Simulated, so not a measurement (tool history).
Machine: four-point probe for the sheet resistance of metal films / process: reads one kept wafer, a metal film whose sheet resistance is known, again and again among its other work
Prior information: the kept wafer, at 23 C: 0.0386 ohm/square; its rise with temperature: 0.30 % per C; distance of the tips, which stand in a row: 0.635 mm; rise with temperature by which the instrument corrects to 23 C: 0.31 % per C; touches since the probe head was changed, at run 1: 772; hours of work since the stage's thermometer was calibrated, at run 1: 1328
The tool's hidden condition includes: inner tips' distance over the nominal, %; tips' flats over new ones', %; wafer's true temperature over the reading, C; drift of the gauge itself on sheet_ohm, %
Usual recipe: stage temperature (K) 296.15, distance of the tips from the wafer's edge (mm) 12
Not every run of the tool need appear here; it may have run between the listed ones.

| run | hour | stage temperature (K) | distance of the tips from the wafer's edge (mm) | touches since the probe head was changed | hours of work since the stage's thermometer was calibrated | sheet resistance as the instrument gives it (ohm/square) |
|---|---|---|---|---|---|---|
| 1 | 0.0 | 296.15 | 12 | 772 | 1328 | 0.038671 |
| 2 | 22.3 | 296.15 | 12 | 1104 | 1343 | 0.038676 |
| 3 | 40.3 | 296.15 | 12 | 1373 | 1356 | 0.038687 |
| 4 | 50.4 | 296.15 | 12 | 1522 | 1363 | 0.038684 |
| 5 | 73.0 | 296.15 | 12 | 1860 | 1379 | 0.038673 |
| 6 | 85.1 | 296.15 | 12 | 2040 | 1387 | 0.038677 |
| 7 | 102.3 | 296.15 | 12 | 2296 | 1399 | 0.038675 |
| 8 | 118.8 | 296.15 | 12 | 2541 | 1411 | 0.038691 |
| 9 | 133.2 | 296.15 | 12 | 2755 | 1421 | 0.038680 |
| 10 | 143.7 | 296.15 | 12 | 2912 | 1428 | 0.038677 |
| 11 | 153.6 | 296.15 | 12 | 3060 | 1435 | 0.038688 |
| 12 | 168.5 | 296.15 | 12 | 3282 | 1445 | 0.038689 |
| 13 | 180.6 | 298.15 | 12 | 3462 | 1454 | 0.038674 |
| 14 | 202.3 | 298.15 | 12 | 3785 | 1469 | 0.038680 |
| 15 | 213.6 | 298.15 | 12 | 3953 | 1476 | 0.038677 |
| 16 | 236.8 | 298.15 | 12 | 4299 | 1493 | 0.038686 |
| 17 | 254.9 | 298.15 | 12 | 4568 | 1505 | 0.038679 |
| 18 | 275.8 | 304.15 | 3 | 4879 | 1520 | 0.039523 |
| 19 | 291.3 | 294.15 | 15 | 5110 | 1531 | 0.038674 |
| 20 | 303.8 | 294.15 | 15 | 5296 | 1539 | 0.038684 |
| 21 | 317.5 | 294.15 | 15 | 5500 | 1549 | 0.038675 |
| 22 | 335.0 | 294.15 | 15 | 5759 | 1561 | 0.038690 |
| 23 | 352.7 | 301.15 | 13 | 6024 | 1573 | 0.038687 |
| 24 | 372.8 | 301.15 | 13 | 6324 | 1587 | 0.038658 |
| 25 | 387.6 | 305.15 | 15 | 6544 | 1598 | 0.038650 |
| 26 | 410.7 | 303.15 | 15 | 6887 | 1614 | 0.038654 |
| 27 | 432.0 | 308.15 | 3 | 7204 | 1628 | 0.039521 |
| 28 | 449.7 | 308.15 | 3 | 7468 | 1641 | 0.039520 |
| 29 | 472.9 | 304.15 | 45 | 7813 | 1657 | 0.038628 |
| 30 | 488.9 | 308.15 | 16 | 8051 | 1668 | 0.038641 |
| 31 | 509.4 | 292.15 | 30 | 8357 | 1682 | 0.038669 |

Forecast each of these 5 alternatives for the next run:
| A | 522.5 | 294.15 | 12 | 8552 | 1691 | ? |
| B | 522.5 | 302.15 | 17 | 8552 | 1691 | ? |
| C | 522.5 | 304.15 | 3 | 8552 | 1691 | ? |
| D | 522.5 | 295.15 | 20 | 8552 | 1691 | ? |
| E | 522.5 | 296.15 | 29 | 8552 | 1691 | ? |

| run | sheet resistance as the instrument gives it (ohm/square) |
|---|---|
| A | 0.038720 |
| B | 0.038667 |
| C | 0.039532 |
| D | 0.038677 |
| E | 0.038669 |
Without the tool's hidden state the same runs would have given:
| run | sheet resistance as the instrument gives it (ohm/square) |
|---|---|
| A | 0.038665 |
| B | 0.038611 |
| C | 0.039475 |
| D | 0.038622 |
| E | 0.038614 |
